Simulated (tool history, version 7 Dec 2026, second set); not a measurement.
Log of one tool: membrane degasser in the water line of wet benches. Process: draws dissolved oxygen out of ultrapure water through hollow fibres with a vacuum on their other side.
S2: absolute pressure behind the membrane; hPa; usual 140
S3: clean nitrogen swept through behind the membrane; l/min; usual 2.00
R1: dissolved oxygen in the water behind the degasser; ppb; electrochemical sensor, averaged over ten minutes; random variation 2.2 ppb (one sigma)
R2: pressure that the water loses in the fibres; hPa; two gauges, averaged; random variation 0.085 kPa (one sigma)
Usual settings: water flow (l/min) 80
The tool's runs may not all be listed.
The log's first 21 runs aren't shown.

run 22 hour=1965.3 | water_flow_(l/min)=80 S2=140 S3=1.72 | R1=1012.6 R2=292.8
run 23 hour=2060.6 | water_flow_(l/min)=80 S2=97 S3=1.72 | R1=680.7 R2=291.6
run 24 hour=2135.1 | water_flow_(l/min)=57 S2=140 S3=2.59 | R1=556.2 R2=208.3
run 25 hour=2210.6 | water_flow_(l/min)=63 S2=208 S3=0.93 | R1=1813.9 R2=229.5
run 26 hour=2291.8 | water_flow_(l/min)=63 S2=208 S3=0.93 | R1=1815.4 R2=229.8
run 27 hour=2390.2 | water_flow_(l/min)=63 S2=156 S3=2.58 | R1=693.7 R2=228.7
run 28 hour=2511.6 | water_flow_(l/min)=79 S2=156 S3=2.26 | R1=933.2 R2=288.4
run 29 hour=2604.5 | water_flow_(l/min)=80 S2=126 S3=3.36 | R1=590.8 R2=292.8
-- hour=2667.8 gauge calibrated
run 30 hour=2720.8 | water_flow_(l/min)=109 S2=126 S3=2.00 | R1=1082.9 R2=391.6
run 31 hour=2800.3 | water_flow_(l/min)=109 S2=126 S3=2.00 | R1=1084.2 R2=391.3

Forecast each of these 4 alternatives for the next run:
run A hour=2899.2 | water_flow_(l/min)=80 S2=171 S3=2.00 | R1=? R2=?
run B hour=2899.2 | water_flow_(l/min)=109 S2=88 S3=3.49 | R1=? R2=?
run C hour=2899.2 | water_flow_(l/min)=78 S2=126 S3=4.32 | R1=? R2=?
run D hour=2899.2 | water_flow_(l/min)=75 S2=132 S3=0.80 | R1=? R2=?

run=A R1=1114.9 R2=287.9
run=B R1=583.6 R2=391.4
run=C R1=491.2 R2=280.3
run=D R1=1408.2 R2=270.5
Without the tool's hidden state the same runs would have given:
run=A R1=1114.7 R2=287.4
run=B R1=583.3 R2=390.7
run=C R1=491.0 R2=279.8
run=D R1=1407.9 R2=270.0
